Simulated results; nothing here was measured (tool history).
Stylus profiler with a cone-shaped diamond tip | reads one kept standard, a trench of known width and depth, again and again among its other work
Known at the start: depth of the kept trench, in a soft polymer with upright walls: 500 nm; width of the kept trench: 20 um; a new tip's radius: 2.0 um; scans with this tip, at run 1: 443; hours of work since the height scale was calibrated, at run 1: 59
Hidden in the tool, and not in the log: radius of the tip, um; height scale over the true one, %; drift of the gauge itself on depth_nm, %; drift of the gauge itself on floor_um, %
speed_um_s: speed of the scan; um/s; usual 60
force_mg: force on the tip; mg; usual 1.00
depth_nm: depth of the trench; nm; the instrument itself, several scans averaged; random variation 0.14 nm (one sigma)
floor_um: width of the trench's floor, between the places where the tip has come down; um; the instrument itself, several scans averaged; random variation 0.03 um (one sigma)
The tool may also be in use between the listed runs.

| run | hour | speed_um_s | force_mg | scans with this tip | hours of work since the height scale was calibrated | depth_nm | floor_um |
|---|---|---|---|---|---|---|---|
| 1 | 0.0 | 60 | 1.00 | 443 | 59 | 501.93 | 16.94 |
| 2 | 19.7 | 60 | 1.00 | 525 | 69 | 501.84 | 16.92 |
| 3 | 35.0 | 60 | 1.00 | 588 | 78 | 501.69 | 16.95 |
| 4 | 49.0 | 60 | 1.00 | 646 | 86 | 501.59 | 16.86 |
| 5 | 62.0 | 60 | 1.00 | 700 | 93 | 501.68 | 16.85 |
| 6 | 82.1 | 50 | 1.00 | 783 | 104 | 501.84 | 16.95 |
| 7 | 96.2 | 60 | 0.95 | 842 | 111 | 501.47 | 16.88 |
| 8 | 114.0 | 152 | 1.00 | 916 | 121 | 501.65 | 16.32 |
| 9 | 125.1 | 60 | 0.80 | 962 | 127 | 501.35 | 16.81 |
| 10 | 133.6 | 60 | 0.80 | 997 | 132 | 501.43 | 16.76 |
| 11 | 152.9 | 231 | 1.00 | 1077 | 143 | 501.67 | 15.96 |
| 12 | 162.7 | 231 | 1.00 | 1118 | 148 | 501.78 | 15.92 |
| 13 | 173.2 | 60 | 1.00 | 1161 | 154 | 501.51 | 16.80 |
| 14 | 192.3 | 60 | 1.00 | 1241 | 164 | 501.63 | 16.84 |
| 15 | 202.7 | 60 | 2.73 | 1284 | 170 | 503.14 | 16.96 |
| 16 | 212.4 | 60 | 2.73 | 1324 | 175 | 503.01 | 16.91 |
| 17 | 232.1 | 60 | 1.00 | 1406 | 186 | 501.57 | 16.78 |
| 18 | 250.9 | 60 | 1.26 | 1484 | 196 | 501.60 | 16.82 |
| 19 | 269.5 | 60 | 1.00 | 1561 | 207 | 501.48 | 16.74 |
| 20 | 278.2 | 118 | 0.36 | 1597 | 211 | 500.44 | 15.97 |
| 21 | 298.1 | 115 | 1.20 | 1680 | 222 | 501.61 | 16.50 |
| 22 | 317.8 | 115 | 0.34 | 1761 | 233 | 500.05 | 16.01 |
| 23 | 330.2 | 115 | 0.34 | 1813 | 240 | 500.11 | 16.00 |
| 24 | 350.1 | 60 | 2.62 | 1895 | 251 | 503.19 | 16.81 |
| 25 | 369.9 | 92 | 1.00 | 1978 | 262 | 500.96 | 16.53 |
| 26 | 387.6 | 122 | 1.00 | 2051 | 271 | 501.36 | 16.40 |
| 27 | 406.2 | 22 | 2.03 | 2128 | 282 | 502.10 | 16.91 |
| 28 | 419.1 | 60 | 0.95 | 2182 | 289 | 500.94 | 16.66 |
| 29 | 432.0 | 32 | 2.02 | 2235 | 296 | 502.13 | 16.84 |
| 30 | 449.0 | 24 | 1.50 | 2306 | 305 | 501.51 | 16.89 |
| 31 | 464.7 | 47 | 2.51 | 2371 | 314 | 503.08 | 16.83 |
| 32 | 483.8 | 76 | 1.10 | 2450 | 324 | 501.01 | 16.59 |
| 33 | 495.1 | 20 | 0.88 | 2497 | 330 | 501.13 | 16.83 |
| 34 | 505.1 | 44 | 1.57 | 2538 | 336 | 501.66 | 16.71 |
| 35 | 524.6 | 34 | 0.63 | 2619 | 347 | 500.73 | 16.71 |
| 36 | 541.3 | 26 | 0.40 | 2689 | 356 | 499.93 | 16.69 |
| 37 | 557.6 | 190 | 0.85 | 2757 | 365 | 500.69 | 15.78 |

5 ways to go on from here, each from the tool as it stands after run 37. What would each give?
| A | 569.8 | 36 | 0.46 | 2807 | 371 | ? | ? |
| B | 569.8 | 27 | 1.59 | 2807 | 371 | ? | ? |
| C | 569.8 | 60 | 0.66 | 2807 | 371 | ? | ? |
| D | 569.8 | 129 | 1.00 | 2807 | 371 | ? | ? |
| E | 569.8 | 207 | 1.93 | 2807 | 371 | ? | ? |

| run | depth_nm | floor_um |
|---|---|---|
| A | 500.48 | 16.63 |
| B | 501.72 | 16.75 |
| C | 500.67 | 16.55 |
| D | 500.87 | 16.20 |
| E | 501.61 | 16.13 |
Without the tool's hidden state the same runs would have given:
| run | depth_nm | floor_um |
|---|---|---|
| A | 501.37 | 17.09 |
| B | 502.61 | 17.21 |
| C | 501.57 | 17.01 |
| D | 501.76 | 16.66 |
| E | 502.50 | 16.59 |

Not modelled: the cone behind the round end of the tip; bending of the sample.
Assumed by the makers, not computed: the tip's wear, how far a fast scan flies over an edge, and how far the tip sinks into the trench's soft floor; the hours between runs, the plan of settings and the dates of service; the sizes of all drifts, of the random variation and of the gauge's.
